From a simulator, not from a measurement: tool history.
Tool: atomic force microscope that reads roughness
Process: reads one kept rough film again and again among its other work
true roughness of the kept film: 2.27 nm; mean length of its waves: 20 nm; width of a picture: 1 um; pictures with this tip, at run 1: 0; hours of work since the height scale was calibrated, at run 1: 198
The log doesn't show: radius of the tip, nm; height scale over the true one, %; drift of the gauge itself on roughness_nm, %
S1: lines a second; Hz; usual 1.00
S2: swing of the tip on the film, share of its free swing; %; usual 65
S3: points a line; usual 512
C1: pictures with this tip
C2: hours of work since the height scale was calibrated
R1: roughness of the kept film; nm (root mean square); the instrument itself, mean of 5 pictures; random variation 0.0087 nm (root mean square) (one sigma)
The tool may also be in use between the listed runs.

run     day    S1  S2   S3   C1   C2     R1
  1   0.000  1.00  65  512    0  198  1.928
  2   1.146  1.00  65  512   31  209  1.920
  3   3.071  1.00  65  512   83  227  1.923
  4   4.812  1.00  65  512  130  244  1.925
  5   6.392  1.00  65  512  172  259  1.915
  6   8.075  1.00  65  512  218  276  1.918
      9.912  -- new tip fitted
  7  10.050  1.00  65  512    3  295  1.933
  8  11.125  1.00  65  512   32  305  1.915
  9  12.804  1.00  68  512   78  321  1.917
 10  14.738  1.00  68  512  130  340  1.899
 11  16.500  1.00  65  512  178  357  1.933
 12  18.038  1.00  84  512  219  372  1.879
     19.808  -- new tip fitted
 13  20.108  1.00  84  512    8  392  1.880
 14  21.492  1.00  84  512   46  405  1.879
 15  22.325  1.00  84  512   68  413  1.872
 16  23.579  1.00  65  512  102  425  1.915
 17  24.654  1.00  65  435  131  436  1.905
 18  26.083  0.64  65  435  170  449  1.917
 19  27.904  0.64  65  435  219  467  1.921
     29.696  -- new tip fitted
 20  29.971  0.64  65  435    8  487  1.930
 21  32.000  1.00  65  512   63  506  1.907
 22  33.042  1.00  65  512   91  516  1.913
 23  34.796  1.00  65  270  138  533  1.861
 24  35.658  1.00  65  270  161  542  1.871
 25  37.246  1.00  67  512  204  557  1.923
 26  38.488  0.96  65  512  238  569  1.925
     39.538  -- new tip fitted
 27  39.854  0.96  65  512    8  582  1.921
 28  41.358  0.59  65  512   49  597  1.946
 29  43.325  0.59  65  512  102  616  1.921
 30  44.588  0.91  65  381  136  628  1.905
 31  46.017  2.86  84  512  174  642  1.783
 32  48.038  2.86  84  512  229  661  1.776
 33  49.179  2.86  84  512  260  672  1.786
     49.408  -- new tip fitted
 34  50.775  2.86  71  358   37  687  1.840
 35  51.783  2.86  71  358   65  697  1.827
 36  53.604  2.86  71  358  114  715  1.834
 37  54.683  0.77  64  512  143  725  1.909
 38  55.521  2.89  86  308  165  733  1.729
 39  56.996  1.03  65  339  205  747  1.901

The next listed run, before its measurement:
 40  58.562  0.83  72  270  247  763   ?

{"run 40": {"R1": 1.871}}
Without the tool's hidden state the same run would have given R1 1.876 nm (root mean square).
